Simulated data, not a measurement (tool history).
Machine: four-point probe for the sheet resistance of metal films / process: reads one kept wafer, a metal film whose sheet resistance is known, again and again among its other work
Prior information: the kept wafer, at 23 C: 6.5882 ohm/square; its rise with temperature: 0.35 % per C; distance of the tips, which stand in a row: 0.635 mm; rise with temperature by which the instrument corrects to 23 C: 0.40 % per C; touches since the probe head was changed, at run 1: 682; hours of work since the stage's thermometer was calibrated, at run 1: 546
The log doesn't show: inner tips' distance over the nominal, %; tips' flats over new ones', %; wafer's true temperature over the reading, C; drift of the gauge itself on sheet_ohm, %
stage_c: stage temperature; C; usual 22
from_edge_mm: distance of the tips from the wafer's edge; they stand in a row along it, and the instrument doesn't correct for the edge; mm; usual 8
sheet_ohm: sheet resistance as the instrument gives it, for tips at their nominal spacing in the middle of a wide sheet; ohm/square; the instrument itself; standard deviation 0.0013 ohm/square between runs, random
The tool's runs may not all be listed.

run,hour,stage_c,from_edge_mm,touches since the probe head was changed,hours of work since the stage's thermometer was calibrated,sheet_ohm
1,0.0,22,8,682,546,6.623279
2,29.5,22,8,2074,563,6.627601
3,43.1,22,8,2714,570,6.623727
4,65.2,22,8,3755,583,6.626712
5,90.8,22,8,4962,598,6.628076
6,117.2,22,8,6204,613,6.630248
7,146.7,22,8,7596,630,6.628598
8,172.0,22,7,8789,644,6.634857
9,186.5,23,8,9473,652,6.625267
10,209.7,21,5,10565,666,6.667955
11,241.2,31,6,12048,684,6.619858
12,272.0,30,57,13501,701,6.585235
13,287.7,22,3,14240,710,6.763193
14,318.9,32,73,15709,728,6.580507
15,345.9,29,47,16984,743,6.590913

For some of the steps in sheet_ohm from one run to the next: how much would appear even if the tool had no hidden state, given the settings, what came in and random variation, and how much remains for the hidden state plus any gauge scatter that the measured result and the result without hidden state don't share?
Run 10 -> 11: stage_c 21 -> 31, from_edge_mm 5 -> 6. sheet_ohm -0.048097 ohm/square: hidden state +0.000822, all else -0.048919.
Run 13 -> 14: stage_c 22 -> 32, from_edge_mm 3 -> 73. sheet_ohm -0.182686 ohm/square: hidden state +0.000485, all else -0.183171.
